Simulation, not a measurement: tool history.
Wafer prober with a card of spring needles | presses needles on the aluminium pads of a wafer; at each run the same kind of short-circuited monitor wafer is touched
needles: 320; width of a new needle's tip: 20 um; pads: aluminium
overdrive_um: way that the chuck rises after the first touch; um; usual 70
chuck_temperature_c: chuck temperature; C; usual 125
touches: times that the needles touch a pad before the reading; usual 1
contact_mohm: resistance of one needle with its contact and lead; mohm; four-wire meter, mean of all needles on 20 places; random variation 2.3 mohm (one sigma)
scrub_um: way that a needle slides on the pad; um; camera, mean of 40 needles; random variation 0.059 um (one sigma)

| run | hour | overdrive_um | chuck_temperature_c | touches | contact_mohm | scrub_um |
|---|---|---|---|---|---|---|
| 1 | 0.0 | 70 | 125 | 1 | 272 | 9.88 |
| 2 | 14.6 | 70 | 125 | 1 | 331 | 10.07 |
|  | 27.8 | tips cleaned on abrasive film |
| 3 | 28.3 | 70 | 125 | 1 | 395 | 10.00 |
| 4 | 43.0 | 70 | 125 | 1 | 368 | 9.93 |
|  | 55.7 | tips cleaned on abrasive film |
| 5 | 61.1 | 70 | 125 | 1 | 300 | 10.00 |
| 6 | 69.5 | 70 | 125 | 1 | 330 | 9.93 |
|  | 73.8 | tips cleaned on abrasive film, once more |
| 7 | 82.9 | 70 | 125 | 1 | 318 | 9.98 |
| 8 | 92.8 | 80 | 125 | 1 | 323 | 11.52 |
|  | 101.2 | tips cleaned on abrasive film |
| 9 | 101.2 | 80 | 125 | 1 | 261 | 11.40 |
| 10 | 119.6 | 80 | 125 | 1 | 320 | 11.31 |
|  | 130.0 | tips cleaned on abrasive film |
| 11 | 131.7 | 80 | 125 | 1 | 274 | 11.28 |
| 12 | 148.8 | 70 | 41 | 1 | 330 | 9.97 |
|  | 158.2 | tips cleaned on abrasive film |
| 13 | 158.2 | 73 | 125 | 1 | 255 | 10.36 |
| 14 | 170.8 | 73 | 125 | 1 | 317 | 10.42 |
| 15 | 185.2 | 73 | 125 | 1 | 338 | 10.38 |
|  | 187.0 | tips cleaned on abrasive film |
| 16 | 203.3 | 73 | 125 | 1 | 325 | 10.30 |
|  | 214.6 | tips cleaned on abrasive film |
| 17 | 222.6 | 73 | 125 | 1 | 304 | 10.42 |
| 18 | 241.1 | 61 | 55 | 1 | 379 | 8.53 |
|  | 242.0 | tips cleaned on abrasive film |
| 19 | 257.8 | 68 | 49 | 3 | 269 | 9.55 |
|  | 270.6 | tips cleaned on abrasive film |
| 20 | 272.7 | 68 | 49 | 3 | 249 | 9.58 |
| 21 | 284.5 | 68 | 49 | 3 | 270 | 9.60 |
|  | 298.2 | tips cleaned on abrasive film |
| 22 | 298.5 | 68 | 49 | 3 | 239 | 9.60 |
| 23 | 308.3 | 63 | 49 | 3 | 266 | 8.87 |
| 24 | 317.3 | 58 | 49 | 3 | 295 | 8.10 |
|  | 326.2 | tips cleaned on abrasive film |
| 25 | 332.9 | 70 | 125 | 2 | 291 | 9.85 |
| 26 | 348.1 | 70 | 125 | 2 | 308 | 9.78 |
|  | 354.6 | tips cleaned on abrasive film |
| 27 | 359.7 | 70 | 90 | 1 | 290 | 9.88 |
| 28 | 368.9 | 70 | 33 | 1 | 324 | 9.85 |
| 29 | 377.9 | 70 | 33 | 1 | 344 | 9.87 |
|  | 382.2 | tips cleaned on abrasive film |
| 30 | 393.5 | 85 | 42 | 1 | 288 | 11.92 |
|  | 410.2 | tips cleaned on abrasive film |
| 31 | 412.6 | 67 | 29 | 1 | 270 | 9.36 |
| 32 | 425.7 | 63 | 122 | 3 | 293 | 8.73 |
| 33 | 435.6 | 68 | 50 | 1 | 357 | 9.41 |
|  | 438.4 | tips cleaned on abrasive film |
| 34 | 452.5 | 63 | 125 | 2 | 316 | 8.78 |

The same runs without the tool's hidden state, with the same run-to-run variation:
The hidden state here: debris on the tips, nm; way that the needles fall short of the set height, um; tips' diameter, um; drift of the gauge itself on contact_mohm, %; drift of the gauge itself on scrub_um, %.
| run | contact_mohm | scrub_um |
|---|---|---|
| 1 | 261 | 9.94 |
| 2 | 259 | 10.13 |
| 3 | 258 | 10.08 |
| 4 | 254 | 10.01 |
| 5 | 257 | 10.10 |
| 6 | 259 | 10.03 |
| 7 | 256 | 10.09 |
| 8 | 255 | 11.63 |
| 9 | 253 | 11.53 |
| 10 | 253 | 11.44 |
| 11 | 257 | 11.43 |
| 12 | 234 | 10.12 |
| 13 | 251 | 10.52 |
| 14 | 253 | 10.58 |
| 15 | 251 | 10.54 |
| 16 | 252 | 10.48 |
| 17 | 255 | 10.60 |
| 18 | 240 | 8.71 |
| 19 | 236 | 9.75 |
| 20 | 238 | 9.79 |
| 21 | 238 | 9.81 |
| 22 | 235 | 9.83 |
| 23 | 234 | 9.09 |
| 24 | 242 | 8.33 |
| 25 | 257 | 10.09 |
| 26 | 252 | 10.02 |
| 27 | 246 | 10.13 |
| 28 | 231 | 10.10 |
| 29 | 232 | 10.12 |
| 30 | 231 | 12.19 |
| 31 | 231 | 9.64 |
| 32 | 255 | 9.01 |
| 33 | 237 | 9.69 |
| 34 | 257 | 9.08 |
